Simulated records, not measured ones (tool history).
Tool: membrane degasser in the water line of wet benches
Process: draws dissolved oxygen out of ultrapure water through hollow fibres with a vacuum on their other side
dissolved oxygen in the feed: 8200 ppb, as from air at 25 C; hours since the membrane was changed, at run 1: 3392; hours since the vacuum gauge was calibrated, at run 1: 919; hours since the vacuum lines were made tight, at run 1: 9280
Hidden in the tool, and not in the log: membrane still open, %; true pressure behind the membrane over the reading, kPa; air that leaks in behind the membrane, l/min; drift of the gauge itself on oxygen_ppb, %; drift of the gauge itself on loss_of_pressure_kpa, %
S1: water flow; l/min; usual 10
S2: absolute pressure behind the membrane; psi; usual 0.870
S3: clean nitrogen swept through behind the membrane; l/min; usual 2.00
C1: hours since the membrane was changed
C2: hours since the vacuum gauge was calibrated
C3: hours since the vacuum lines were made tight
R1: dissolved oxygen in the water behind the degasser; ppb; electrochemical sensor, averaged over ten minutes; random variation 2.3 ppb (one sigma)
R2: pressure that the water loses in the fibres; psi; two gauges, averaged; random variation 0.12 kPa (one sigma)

run    hour  S1     S2    S3    C1    C2     C3     R1     R2
  1     0.0  10  0.870  2.00  3392   919   9280  230.7  3.661
  2   136.5  10  0.870  1.79  3528  1055   9416  233.8  3.661
  3   269.7  10  0.870  1.79  3662  1188   9549  242.2  3.648
  4   342.3  10  0.870  1.79  3734  1261   9622  232.7  3.629
  5   428.4   9  0.870  2.00  3820  1347   9708  200.6  3.281
  6   575.7   9  0.870  2.00  3968  1494   9855  203.7  3.276
  7   673.9   9  0.870  2.00  4066  1593   9953  202.5  3.282
  8   758.6  10  0.870  2.00  4150  1677  10038  233.0  3.648
  9   903.1  10  0.870  0.92  4295  1822  10183  269.7  3.627
     1018.3  -- seals of the vacuum lines changed
 10  1050.0  14  0.883  4.22  4440  1967     32  332.2  5.060
 11  1165.7  13  1.872  1.38  4556  2082    147  478.0  4.715
 12  1244.5  13  1.872  1.38  4634  2161    226  483.7  4.701
 13  1383.6  10  1.494  1.93  4773  2300    365  284.5  3.603
 14  1514.5  10  1.494  1.93  4904  2431    496  288.8  3.624
 15  1596.8   8  1.271  4.51  4987  2513    579  169.3  2.876
 16  1730.3   8  1.271  3.32  5120  2647    712  176.2  2.888

Forecast each of these 4 alternatives for the next run:
  A  1860.2   8  0.838  3.32  5250  2777  842   ?   ?
  B  1860.2   8  1.062  3.11  5250  2777  842   ?   ?
  C  1860.2   8  0.862  3.52  5250  2777  842   ?   ?
  D  1860.2   7  0.635  3.32  5250  2777  842   ?   ?

run     R1     R2
  A  159.4  2.878
  B  174.3  2.894
  C  160.9  2.869
  D  123.6  2.524
Without the tool's hidden state the same runs would have given:
run     R1     R2
  A  159.0  2.917
  B  174.0  2.933
  C  160.6  2.908
  D  123.3  2.558
